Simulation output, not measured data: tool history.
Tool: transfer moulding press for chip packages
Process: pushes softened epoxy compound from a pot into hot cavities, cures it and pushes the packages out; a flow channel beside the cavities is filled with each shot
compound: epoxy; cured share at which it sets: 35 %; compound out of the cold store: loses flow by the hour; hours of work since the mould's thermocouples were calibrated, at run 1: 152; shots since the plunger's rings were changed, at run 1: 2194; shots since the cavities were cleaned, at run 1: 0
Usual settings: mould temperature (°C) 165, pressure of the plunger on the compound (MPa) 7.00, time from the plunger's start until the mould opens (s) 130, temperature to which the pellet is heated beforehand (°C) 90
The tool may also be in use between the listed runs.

run	hour	mould temperature (°C)	pressure of the plunger on the compound (MPa)	time from the plunger's start until the mould opens (s)	temperature to which the pellet is heated beforehand (°C)	hours of work since the mould's thermocouples were calibrated	shots since the plunger's rings were changed	shots since the cavities were cleaned	incoming compound's hours out of the cold store	length that the compound runs in the flow channel (mm)	greatest force on the pins that push the packages out (N)
1	0.0	165	7.00	130	90	152	2194	0	31.1	793	277
2	28.2	165	7.00	130	90	164	2370	176	21.8	838	301
# hour 53.5: plunger's sealing rings changed
3	58.7	165	7.00	116	90	176	33	350	14.9	872	344
4	84.2	165	7.00	116	90	187	192	509	13.7	880	320
5	105.1	165	7.00	116	90	196	321	638	8.5	904	339
6	138.5	165	8.37	116	90	210	529	846	39.5	826	319
# hour 157.0: cavities cleaned with cleaning compound and waxed
7	159.9	163	7.00	130	90	219	653	18	39.8	763	302
8	194.6	163	7.00	130	90	234	869	234	10.3	900	316
9	220.2	163	7.00	130	90	245	1028	393	30.2	805	317
10	252.7	163	7.00	130	90	259	1230	595	11.9	898	326
11	271.0	162	7.00	130	90	267	1343	708	10.3	907	341
12	295.3	165	7.00	130	90	277	1495	860	20.8	842	295
# hour 311.5: cavities cleaned with cleaning compound and waxed
13	334.0	165	7.00	130	92	293	1726	140	29.6	803	300
14	366.9	165	7.55	130	90	307	1931	345	17.4	893	289
15	393.9	165	7.55	130	90	319	2099	513	44.2	766	300
16	416.6	163	7.55	162	92	329	2240	654	37.1	804	278
17	434.6	165	5.47	126	86	337	2352	766	34.5	690	296
# hour 461.4: plunger's sealing rings changed
# hour 469.4: cavities cleaned with cleaning compound and waxed
18	475.0	165	5.47	126	86	352	75	35	34.8	691	293
19	492.7	165	5.47	159	86	360	185	145	46.5	643	271
20	517.7	168	6.56	135	89	371	341	301	40.7	719	278
21	533.8	165	8.17	127	81	377	441	401	13.1	955	306
22	569.4	163	7.02	151	100	393	662	622	37.4	775	299
23	591.9	165	6.84	130	90	402	802	762	35.9	764	290
24	617.8	172	7.07	143	80	414	963	923	47.5	706	287
# hour 625.7: cavities cleaned with cleaning compound and waxed
25	637.1	165	7.67	130	90	421	1074	71	18.6	893	294
26	668.0	165	7.67	153	85	435	1266	263	38.6	796	272
27	692.2	165	6.83	157	85	445	1416	413	23.3	822	269
28	718.8	165	6.83	157	85	456	1582	579	34.7	769	279

How the hidden state differs across the entries between the runs, from the last listed run before each to the first after it:
Between runs 2 and 3: plunger's sealing rings changed (hour 53.5)
  pressure that reaches the compound, % of what is set: 99.96 -> 100; grip of the stained cavities, % over clean ones': 0.3 -> 0.4
Between runs 6 and 7: cavities cleaned with cleaning compound and waxed (hour 157.0)
  grip of the stained cavities, % over clean ones': 0.7 -> 0
Between runs 12 and 13: cavities cleaned with cleaning compound and waxed (hour 311.5)
  grip of the stained cavities, % over clean ones': 0.7 -> 0.2
Between runs 17 and 18: plunger's sealing rings changed (hour 461.4); cavities cleaned with cleaning compound and waxed (hour 469.4)
  true mould temperature over the reading, C: 0 -> -0.01; pressure that reaches the compound, % of what is set: 99.95 -> 99.99; grip of the stained cavities, % over clean ones': 0.7 -> 0.1
Between runs 24 and 25: cavities cleaned with cleaning compound and waxed (hour 625.7)
  pressure that reaches the compound, % of what is set: 99.98 -> 99.97; grip of the stained cavities, % over clean ones': 0.8 -> 0.1
